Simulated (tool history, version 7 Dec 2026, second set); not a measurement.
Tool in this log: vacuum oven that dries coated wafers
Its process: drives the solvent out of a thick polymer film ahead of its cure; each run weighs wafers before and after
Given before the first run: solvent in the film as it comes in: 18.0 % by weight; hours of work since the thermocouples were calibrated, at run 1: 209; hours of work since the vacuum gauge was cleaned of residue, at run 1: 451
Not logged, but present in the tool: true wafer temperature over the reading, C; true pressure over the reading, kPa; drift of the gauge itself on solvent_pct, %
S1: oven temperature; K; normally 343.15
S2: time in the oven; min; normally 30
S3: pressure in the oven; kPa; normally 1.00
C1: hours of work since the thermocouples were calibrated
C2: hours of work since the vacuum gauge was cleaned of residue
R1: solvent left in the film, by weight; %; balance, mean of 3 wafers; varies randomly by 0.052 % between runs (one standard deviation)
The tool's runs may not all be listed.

run   hour      S1  S2    S3   C1   C2    R1
  1    0.0  343.15  30  1.00  209  451  1.72
  2   11.7  343.15  30  1.00  217  459  1.75
  3   22.2  343.15  30  1.00  224  466  1.67
  4   28.6  343.15  30  1.00  229  471  1.70
  5   35.9  343.15  30  1.00  234  476  1.58
  6   47.2  343.15  30  1.00  242  484  1.82
  7   60.9  348.15  30  1.00  251  493  1.04
  8   75.4  348.15  30  1.00  261  503  1.02
  9   85.8  343.15  16  1.00  269  510  4.12
 10   91.9  343.15  16  0.63  273  515  3.92
 11  100.8  343.15  30  1.00  279  521  1.73
 12  111.6  343.15  30  1.00  286  528  1.74
 13  118.7  343.15  30  2.15  291  533  2.54
 14  132.9  329.15  30  1.00  301  543  5.81
 15  140.0  329.15  19  1.00  306  548  8.00
 16  150.1  329.15  19  1.00  313  555  8.11
 17  156.4  329.15  19  1.00  318  559  8.03
 18  163.3  343.15  30  1.00  322  564  1.77
 19  174.2  343.15  30  1.00  330  572  1.88
 20  181.7  343.15  30  1.63  335  577  2.23
 21  189.0  343.15  30  1.47  340  582  2.00
 22  200.0  343.15  30  1.47  348  590  2.15
 23  209.1  343.15  30  1.47  354  596  2.09
 24  217.7  343.15  30  1.47  360  602  2.08
 25  228.9  329.15  30  2.22  368  610  7.08
 26  236.8  334.15  35  2.27  373  615  4.62
 27  243.1  334.15  35  2.27  378  620  4.68
 28  257.6  334.15  35  2.27  388  630  4.55
 29  270.1  343.15  18  1.00  396  638  3.69
 30  278.8  348.15  24  1.00  402  644  1.49
 31  285.6  339.15  16  2.24  407  649  6.43
 32  295.1  339.15  16  1.73  414  656  6.01
 33  308.0  339.15  16  1.73  423  665  5.90
 34  315.6  339.15  16  3.19  428  670  6.84
 35  323.5  339.15  16  3.19  433  675  6.93
 36  331.0  339.15  16  3.19  439  681  6.83
 37  337.6  339.15  16  3.19  443  685  7.03
 38  346.7  346.15  15  0.52  450  691  3.41
 39  356.9  346.15  15  0.52  457  698  3.41
 40  365.9  346.15  15  0.64  463  705  3.38
 41  376.6  341.15  26  1.95  470  712  3.41
 42  385.4  348.15  18  1.61  476  718  2.70
 43  398.5  343.15  37  2.46  486  727  2.43
 44  411.5  329.15  21  1.00  494  736  7.72
 45  425.7  357.15  31  2.97  504  746  1.27
 46  438.3  356.15  31  0.61  513  755  0.36
 47  445.3  352.15  23  3.58  518  760  2.26

Predict each of these 4 candidate next runs independently; none follows another, all start after run 47:
  A  453.4  352.15  23  3.66  524  765   ?
  B  453.4  334.15  25  2.20  524  765   ?
  C  453.4  345.15  16  1.16  524  765   ?
  D  453.4  352.15  23  3.98  524  765   ?

run    R1
  A  2.33
  B  6.20
  C  3.71
  D  2.40
With the hidden condition removed and each run's random variation left untouched, the same runs would have given:
run    R1
  A  2.02
  B  5.52
  C  3.21
  D  2.09
